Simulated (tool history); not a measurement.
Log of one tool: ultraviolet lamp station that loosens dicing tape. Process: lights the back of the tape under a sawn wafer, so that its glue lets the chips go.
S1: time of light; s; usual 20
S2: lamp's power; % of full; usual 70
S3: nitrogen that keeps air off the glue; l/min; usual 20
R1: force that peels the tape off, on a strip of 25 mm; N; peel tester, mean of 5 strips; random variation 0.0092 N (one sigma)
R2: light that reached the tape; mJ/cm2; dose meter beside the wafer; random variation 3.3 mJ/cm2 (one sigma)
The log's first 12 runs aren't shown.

{"run": 13, "hour": 696.9, "S1": 16, "S2": 70, "S3": 20, "R1": 0.966, "R2": 275}
{"run": 14, "hour": 752.0, "S1": 20, "S2": 70, "S3": 20, "R1": 0.695, "R2": 329}
{"run": 15, "hour": 817.5, "S1": 20, "S2": 70, "S3": 20, "R1": 0.753, "R2": 325}
{"run": 16, "hour": 851.2, "S1": 20, "S2": 70, "S3": 20, "R1": 0.773, "R2": 322}
{"run": 17, "hour": 895.5, "S1": 20, "S2": 70, "S3": 20, "R1": 0.784, "R2": 318}
{"hour": 930.0, "done": "window cleaned of glue's vapour, once more"}
{"run": 18, "hour": 952.4, "S1": 20, "S2": 70, "S3": 14, "R1": 0.596, "R2": 421}
{"run": 19, "hour": 1001.5, "S1": 20, "S2": 70, "S3": 20, "R1": 0.552, "R2": 412}
{"run": 20, "hour": 1069.6, "S1": 20, "S2": 70, "S3": 20, "R1": 0.561, "R2": 403}

The next listed run, before its measurement:
{"run": 21, "hour": 1119.9, "S1": 20, "S2": 64, "S3": 20, "R1": "?", "R2": "?"}

{"run 21": {"R1": 0.654, "R2": 358}}
Without the tool's hidden state the same run would have given R1 0.445 N, R2 466 mJ/cm2.
